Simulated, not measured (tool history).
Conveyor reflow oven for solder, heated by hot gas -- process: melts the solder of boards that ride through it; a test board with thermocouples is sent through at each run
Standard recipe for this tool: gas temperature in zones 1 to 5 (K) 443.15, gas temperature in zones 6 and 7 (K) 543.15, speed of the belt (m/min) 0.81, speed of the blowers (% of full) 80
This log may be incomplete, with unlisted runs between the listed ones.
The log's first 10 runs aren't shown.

run,hour,gas temperature in zones 1 to 5 (K),gas temperature in zones 6 and 7 (K),speed of the belt (m/min),speed of the blowers (% of full),highest temperature of the board (K),time above the solder's melting point (s)
11,258.9,443.15,543.15,0.81,76,524.85,37.9
12,291.4,443.15,543.15,0.81,76,525.25,37.9
# hour 317.1: flux residue cleaned out of gas plates and filters
13,328.6,443.15,543.15,0.81,76,528.15,40.2
14,357.4,443.15,543.15,0.81,76,527.65,40.1
15,376,443.15,543.15,0.81,80,528.45,40.7
16,399.6,455.15,553.15,0.751,52,533.85,48.4
17,417.3,455.15,553.15,0.751,52,533.45,48.4
18,437.4,441.15,545.15,0.917,78,525.05,33
19,462.7,443.15,544.15,0.875,73,524.25,34.9
20,476.4,449.15,544.15,0.658,73,533.85,55.3
21,499.9,456.15,547.15,0.884,77,529.95,40.2
22,532.1,456.15,547.15,0.884,77,529.55,40
23,546.8,454.15,547.15,0.733,77,534.75,51.1
24,570.9,448.15,543.15,0.906,82,524.55,35.4
25,593.2,442.15,535.15,0.81,84,520.85,36.6
26,622.7,433.15,548.15,0.752,80,532.25,43.3
27,639.5,443.15,549.15,0.776,80,533.15,44.5
28,667.8,449.15,549.15,0.776,71,532.45,45.4
29,696.9,457.15,547.15,0.96,69,523.75,33.8
30,725.6,457.15,547.15,0.96,69,523.25,33.9

Predict each of these 3 candidate next runs independently; none follows another, all start after run 30:
A,753.8,457.15,547.15,0.96,52,?,?
B,753.8,443.15,543.15,0.81,73,?,?
C,753.8,457.15,547.15,0.819,66,?,?

run,highest temperature of the board (K),time above the solder's melting point (s)
A,516.85,29.1
B,524.35,38.2
C,528.35,43.1
Without the tool's hidden state the same runs would have given:
run,highest temperature of the board (K),time above the solder's melting point (s)
A,518.35,29.3
B,526.45,38.3
C,530.15,42.7
